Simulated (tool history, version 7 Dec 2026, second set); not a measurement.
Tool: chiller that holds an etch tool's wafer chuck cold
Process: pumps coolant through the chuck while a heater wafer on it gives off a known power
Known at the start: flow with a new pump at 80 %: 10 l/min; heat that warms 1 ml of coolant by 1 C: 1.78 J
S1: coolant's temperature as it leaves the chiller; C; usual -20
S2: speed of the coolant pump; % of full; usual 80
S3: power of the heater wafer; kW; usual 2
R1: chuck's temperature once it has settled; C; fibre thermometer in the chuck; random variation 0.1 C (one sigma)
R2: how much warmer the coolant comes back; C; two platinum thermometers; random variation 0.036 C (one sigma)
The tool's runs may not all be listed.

{"run": 1, "hour": 0.0, "S1": -20, "S2": 80, "S3": 2, "R1": -5.6, "R2": 6.8}
{"run": 2, "hour": 160.0, "S1": -20, "S2": 80, "S3": 2, "R1": -5.6, "R2": 6.84}
{"run": 3, "hour": 332.4, "S1": -20, "S2": 80, "S3": 1.149, "R1": -11.9, "R2": 3.92}
{"run": 4, "hour": 489.8, "S1": -20, "S2": 68, "S3": 2, "R1": -3.9, "R2": 8.09}
{"run": 5, "hour": 639.6, "S1": -20, "S2": 68, "S3": 2, "R1": -3.7, "R2": 8.04}
{"run": 6, "hour": 802.9, "S1": -20, "S2": 64, "S3": 2, "R1": -3, "R2": 8.58}
{"run": 7, "hour": 906.5, "S1": -20, "S2": 80, "S3": 2, "R1": -5.5, "R2": 6.86}
{"run": 8, "hour": 1018.2, "S1": -20, "S2": 80, "S3": 2, "R1": -5.2, "R2": 6.85}
{"run": 9, "hour": 1114.1, "S1": -20, "S2": 80, "S3": 2, "R1": -5.5, "R2": 6.93}
{"run": 10, "hour": 1224.0, "S1": -20, "S2": 80, "S3": 2, "R1": -5.1, "R2": 6.85}
{"hour": 1282.3, "done": "coolant changed, channels flushed"}
{"run": 11, "hour": 1413.6, "S1": -20, "S2": 80, "S3": 2, "R1": -7, "R2": 6.95}
{"run": 12, "hour": 1538.1, "S1": -20, "S2": 80, "S3": 2, "R1": -6.9, "R2": 6.96}
{"run": 13, "hour": 1639.6, "S1": -14, "S2": 68, "S3": 2, "R1": 0.5, "R2": 8.2}
{"run": 14, "hour": 1779.2, "S1": -20, "S2": 83, "S3": 2.527, "R1": -3.9, "R2": 8.42}
{"run": 15, "hour": 1917.3, "S1": -20, "S2": 83, "S3": 2.527, "R1": -3.8, "R2": 8.55}
{"hour": 1977.1, "done": "chiller's thermometer calibrated"}
{"run": 16, "hour": 2016.2, "S1": -22, "S2": 68, "S3": 1.016, "R1": -14.6, "R2": 4.12}
{"run": 17, "hour": 2152.5, "S1": -20, "S2": 68, "S3": 2.965, "R1": 2.8, "R2": 12.21}
{"run": 18, "hour": 2241.1, "S1": -20, "S2": 68, "S3": 2.965, "R1": 2.9, "R2": 12.16}
{"run": 19, "hour": 2372.1, "S1": -19, "S2": 99, "S3": 1.218, "R1": -11.7, "R2": 3.45}
{"run": 20, "hour": 2467.8, "S1": -26, "S2": 80, "S3": 2.416, "R1": -9.4, "R2": 8.52}
{"run": 21, "hour": 2613.7, "S1": -20, "S2": 80, "S3": 2.638, "R1": -1.6, "R2": 9.28}

The next listed run, before its measurement:
{"run": 22, "hour": 2728.1, "S1": -23, "S2": 85, "S3": 1.512, "R1": "?", "R2": "?"}

R1: -12.9 C
R2: 5.02 C
Without the tool's hidden state the same run would have given R1 -13.5 C, R2 4.79 C.

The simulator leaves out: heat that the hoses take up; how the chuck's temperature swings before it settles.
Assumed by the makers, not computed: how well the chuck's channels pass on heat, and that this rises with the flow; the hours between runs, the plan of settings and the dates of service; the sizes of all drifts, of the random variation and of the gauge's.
